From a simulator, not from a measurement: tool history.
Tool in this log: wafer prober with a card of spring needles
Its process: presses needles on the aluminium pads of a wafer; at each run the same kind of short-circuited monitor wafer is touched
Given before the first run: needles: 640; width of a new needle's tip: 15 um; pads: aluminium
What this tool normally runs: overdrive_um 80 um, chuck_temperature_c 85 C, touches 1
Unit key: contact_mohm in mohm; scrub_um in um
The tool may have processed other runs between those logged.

Run 1, day 0: usual settings. Result: contact_mohm 161 mohm, scrub_um 17.57 um.
At day 0.2: tips cleaned on abrasive film.
At day 0.533: tips cleaned on abrasive film.
At day 0.867: tips cleaned on abrasive film.
At day 1.2: tips cleaned on abrasive film.
At day 1.529: tips cleaned on abrasive film.
Run 2, day 1.546: usual settings. Result: contact_mohm 160 mohm, scrub_um 17.92 um.
At day 1.812: tips cleaned on abrasive film.
At day 2.146: tips cleaned on abrasive film.
At day 2.412: tips cleaned on abrasive film.
At day 2.679: tips cleaned on abrasive film.
At day 3.012: tips cleaned on abrasive film.
At day 3.279: tips cleaned on abrasive film.
At day 3.608: tips cleaned on abrasive film.
At day 3.908: tips cleaned on abrasive film.
Run 3, day 3.908: usual settings but chuck_temperature_c 26 C. Result: contact_mohm 151 mohm, scrub_um 17.86 um.
At day 4.242: tips cleaned on abrasive film.
At day 4.508: tips cleaned on abrasive film.
At day 4.775: tips cleaned on abrasive film.
At day 5.104: tips cleaned on abrasive film.
At day 5.438: tips cleaned on abrasive film.
Run 4, day 5.467: usual settings. Result: contact_mohm 162 mohm, scrub_um 17.9 um.
At day 5.733: tips cleaned on abrasive film.
At day 5.746: height of the first contact set anew.
At day 6.012: tips cleaned on abrasive film.
At day 6.346: tips cleaned on abrasive film.
At day 6.679: tips cleaned on abrasive film.
At day 7.012: tips cleaned on abrasive film.
At day 7.279: tips cleaned on abrasive film.
At day 7.608: tips cleaned on abrasive film.
Run 5, day 7.629: usual settings but overdrive_um 63 um. Result: contact_mohm 167 mohm, scrub_um 13.99 um.
At day 7.896: tips cleaned on abrasive film.
At day 8.229: tips cleaned on abrasive film.
At day 8.496: tips cleaned on abrasive film.
At day 8.762: tips cleaned on abrasive film.
At day 9.096: tips cleaned on abrasive film.
At day 9.429: tips cleaned on abrasive film.
At day 9.758: tips cleaned on abrasive film.
Run 6, day 9.979: usual settings. Result: contact_mohm 165 mohm, scrub_um 17.73 um.
At day 10.05: tips cleaned on abrasive film.
At day 10.383: tips cleaned on abrasive film.
At day 10.717: tips cleaned on abrasive film.
At day 11.046: tips cleaned on abrasive film.
At day 11.312: tips cleaned on abrasive film.
At day 11.579: tips cleaned on abrasive film.
At day 11.912: tips cleaned on abrasive film.
At day 12.246: tips cleaned on abrasive film.
At day 12.512: tips cleaned on abrasive film.
Run 7, day 12.65: usual settings. Result: contact_mohm 165 mohm, scrub_um 18.06 um.
At day 12.788: tips cleaned on abrasive film.
At day 13.121: tips cleaned on abrasive film.
At day 13.388: tips cleaned on abrasive film.
At day 13.717: tips cleaned on abrasive film.
At day 14.05: tips cleaned on abrasive film.
At day 14.383: tips cleaned on abrasive film.
At day 14.65: tips cleaned on abrasive film.
At day 14.917: tips cleaned on abrasive film.
At day 15.25: tips cleaned on abrasive film.
At day 15.579: tips cleaned on abrasive film.
Run 8, day 15.721: usual settings. Result: contact_mohm 168 mohm, scrub_um 17.93 um.
At day 15.854: tips cleaned on abrasive film.
At day 16.121: tips cleaned on abrasive film.
At day 16.454: tips cleaned on abrasive film.
At day 16.783: tips cleaned on abrasive film.
At day 17.117: tips cleaned on abrasive film.
At day 17.45: tips cleaned on abrasive film.
At day 17.783: tips cleaned on abrasive film.
At day 18.112: tips cleaned on abrasive film.
At day 18.379: tips cleaned on abrasive film.
At day 18.712: tips cleaned on abrasive film.
Run 9, day 18.817: usual settings. Result: contact_mohm 165 mohm, scrub_um 17.7 um.

Predict the results of run 10:
At day 19.017: tips cleaned on abrasive film.
At day 19.35: tips cleaned on abrasive film.
At day 19.617: tips cleaned on abrasive film.
At day 19.95: tips cleaned on abrasive film.
At day 20.217: tips cleaned on abrasive film.
At day 20.358: height of the first contact set anew.
At day 20.562: tips cleaned on abrasive film.
At day 20.829: tips cleaned on abrasive film.
At day 21.158: tips cleaned on abrasive film.
At day 21.425: tips cleaned on abrasive film.
Run 10, day 21.542: usual settings. Result: contact_mohm ?, scrub_um ?.

{"run 10": {"contact_mohm": 165, "scrub_um": 18.26}}
Were there no unlogged condition in the tool, this run, its random variation unchanged, would have produced contact_mohm 165 mohm, scrub_um 18.26 um.
